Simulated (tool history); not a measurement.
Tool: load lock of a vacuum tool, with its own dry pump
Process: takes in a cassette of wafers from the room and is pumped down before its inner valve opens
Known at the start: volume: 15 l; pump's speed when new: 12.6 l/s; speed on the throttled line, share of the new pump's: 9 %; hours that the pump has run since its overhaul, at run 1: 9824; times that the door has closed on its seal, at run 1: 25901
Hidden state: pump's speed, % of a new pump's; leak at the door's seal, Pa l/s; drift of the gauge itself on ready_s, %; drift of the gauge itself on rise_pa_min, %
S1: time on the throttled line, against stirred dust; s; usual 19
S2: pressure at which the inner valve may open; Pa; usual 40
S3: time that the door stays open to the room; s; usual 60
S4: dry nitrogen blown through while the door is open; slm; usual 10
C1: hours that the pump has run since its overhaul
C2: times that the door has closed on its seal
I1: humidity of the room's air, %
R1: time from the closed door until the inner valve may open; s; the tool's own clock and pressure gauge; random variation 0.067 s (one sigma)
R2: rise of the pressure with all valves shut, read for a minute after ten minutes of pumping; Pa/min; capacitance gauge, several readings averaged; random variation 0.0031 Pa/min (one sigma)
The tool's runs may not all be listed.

Run 1, day 0.000: usual settings; C1 9824; C2 25901; I1 43.1. Result: R1 27.24 s, R2 0.104 Pa/min.
Run 2, day 12.058: usual settings; C1 10114; C2 26360; I1 44.7. Result: R1 26.99 s, R2 0.108 Pa/min.
Run 3, day 20.458: usual settings; C1 10315; C2 26679; I1 45.4. Result: R1 27.09 s, R2 0.109 Pa/min.
Run 4, day 31.942: usual settings; C1 10591; C2 27116; I1 43.9. Result: R1 27.21 s, R2 0.105 Pa/min.
Run 5, day 38.521: usual settings; C1 10749; C2 27366; I1 48.3. Result: R1 27.05 s, R2 0.114 Pa/min.
Run 6, day 50.621: usual settings; C1 11039; C2 27826; I1 46.3. Result: R1 27.23 s, R2 0.114 Pa/min.
Run 7, day 58.475: usual settings but S3 77 s; C1 11228; C2 28125; I1 45.1. Result: R1 27.28 s, R2 0.121 Pa/min.
Run 8, day 64.871: usual settings; C1 11381; C2 28368; I1 43.4. Result: R1 27.30 s, R2 0.113 Pa/min.
Run 9, day 76.542: usual settings; C1 11661; C2 28812; I1 47.8. Result: R1 27.18 s, R2 0.117 Pa/min.
Run 10, day 85.112: usual settings; C1 11867; C2 29138; I1 44.4. Result: R1 27.25 s, R2 0.114 Pa/min.
Run 11, day 99.383: usual settings; C1 12209; C2 29681; I1 45.8. Result: R1 27.24 s, R2 0.120 Pa/min.
Run 12, day 110.854: usual settings; C1 12485; C2 30117; I1 45.2. Result: R1 27.26 s, R2 0.113 Pa/min.
Run 13, day 121.275: usual settings; C1 12735; C2 30513; I1 43.9. Result: R1 27.35 s, R2 0.117 Pa/min.
Run 14, day 131.667: usual settings; C1 12984; C2 30909; I1 42.0. Result: R1 27.26 s, R2 0.106 Pa/min.
Run 15, day 145.296: usual settings but S3 27 s; C1 13311; C2 31427; I1 47.5. Result: R1 27.33 s, R2 0.090 Pa/min.
Run 16, day 158.829: usual settings but S4 4 slm; C1 13636; C2 31942; I1 44.0. Result: R1 27.32 s, R2 0.131 Pa/min.
Run 17, day 169.071: usual settings but S1 21 s, S4 4 slm; C1 13882; C2 32331; I1 45.9. Result: R1 29.19 s, R2 0.145 Pa/min.
Run 18, day 176.671: usual settings but S1 21 s, S4 4 slm; C1 14064; C2 32620; I1 44.1. Result: R1 29.12 s, R2 0.143 Pa/min.
Run 19, day 191.554: usual settings; C1 14421; C2 33186; I1 44.6. Result: R1 27.43 s, R2 0.119 Pa/min.
Run 20, day 204.971: usual settings but S1 12 s, S2 35 Pa, S4 33 slm; C1 14743; C2 33696; I1 46.7. Result: R1 21.22 s, R2 0.093 Pa/min.
Run 21, day 220.367: usual settings but S1 37 s, S2 35 Pa, S3 202 s, S4 33 slm; C1 15113; C2 34282; I1 45.8. Result: R1 43.91 s, R2 0.147 Pa/min.
Run 22, day 229.688: usual settings but S4 33 slm; C1 15337; C2 34636; I1 47.0. Result: R1 27.40 s, R2 0.094 Pa/min.
Run 23, day 244.333: usual settings but S4 11 slm; C1 15688; C2 35193; I1 45.7. Result: R1 27.40 s, R2 0.128 Pa/min.
Run 24, day 258.750: usual settings but S1 23 s, S2 36 Pa, S3 45 s, S4 6 slm; C1 16034; C2 35742; I1 47.5. Result: R1 31.40 s, R2 0.125 Pa/min.
Run 25, day 272.733: usual settings but S1 23 s, S2 38 Pa, S3 46 s, S4 19 slm; C1 16370; C2 36274; I1 46.2. Result: R1 31.13 s, R2 0.107 Pa/min.
Run 26, day 287.100: usual settings but S1 23 s, S2 38 Pa, S3 46 s, S4 19 slm; C1 16715; C2 36820; I1 41.4. Result: R1 31.26 s, R2 0.100 Pa/min.
Run 27, day 296.604: usual settings but S1 12 s, S3 44 s, S4 8 slm; C1 16943; C2 37181; I1 43.1. Result: R1 21.07 s, R2 0.115 Pa/min.
Run 28, day 305.183: usual settings but S1 15 s, S2 56 Pa, S3 26 s, S4 30 slm; C1 17149; C2 37508; I1 45.4. Result: R1 23.58 s, R2 0.085 Pa/min.
Run 29, day 314.804: usual settings but S1 15 s, S2 56 Pa, S3 26 s, S4 30 slm; C1 17379; C2 37874; I1 44.0. Result: R1 23.53 s, R2 0.081 Pa/min.
Run 30, day 327.350: usual settings but S1 35 s, S2 46 Pa, S3 124 s; C1 17681; C2 38351; I1 44.4. Result: R1 41.82 s, R2 0.176 Pa/min.
Run 31, day 341.004: usual settings but S1 28 s, S2 73 Pa, S3 137 s, S4 22 slm; C1 18008; C2 38870; I1 42.6. Result: R1 34.94 s, R2 0.143 Pa/min.
Run 32, day 350.596: usual settings but S1 33 s, S3 168 s; C1 18239; C2 39235; I1 44.9. Result: R1 40.10 s, R2 0.206 Pa/min.
Run 33, day 363.108: usual settings but S1 33 s, S3 168 s; C1 18539; C2 39711; I1 42.9. Result: R1 40.26 s, R2 0.206 Pa/min.
Run 34, day 374.346: usual settings but S2 33 Pa, S3 211 s, S4 14 slm; C1 18808; C2 40138; I1 45.1. Result: R1 27.81 s, R2 0.210 Pa/min.
Run 35, day 386.558: usual settings but S1 29 s, S2 68 Pa; C1 19102; C2 40602; I1 46.0. Result: R1 35.86 s, R2 0.138 Pa/min.
Run 36, day 401.729: usual settings but S1 29 s, S2 59 Pa; C1 19466; C2 41179; I1 43.1. Result: R1 36.20 s, R2 0.132 Pa/min.
Run 37, day 417.117: usual settings but S1 32 s; C1 19835; C2 41765; I1 45.2. Result: R1 39.25 s, R2 0.140 Pa/min.

Some steps in R1 between neighbouring runs. How much of each would the tool show without its hidden state too (settings, what came in, random variation), and how much is left for the hidden state, with any gauge scatter that isn't in both results?
Run 20 -> 21: S1 12 -> 37, S3 60 -> 202. R1 +22.69 s: hidden state -0.19, all else +22.88.
Run 21 -> 22: S1 37 -> 19, S2 35 -> 40, S3 202 -> 60. R1 -16.51 s: hidden state +0.16, all else -16.67.
Run 29 -> 30: S1 15 -> 35, S2 56 -> 46, S3 26 -> 124, S4 30 -> 10. R1 +18.29 s: hidden state -0.18, all else +18.47.
Run 33 -> 34: S1 33 -> 19, S2 40 -> 33, S3 168 -> 211, S4 10 -> 14. R1 -12.45 s: hidden state +0.21, all else -12.66.
Run 34 -> 35: S1 19 -> 29, S2 33 -> 68, S3 211 -> 60, S4 14 -> 10. R1 +8.05 s: hidden state -0.21, all else +8.26.
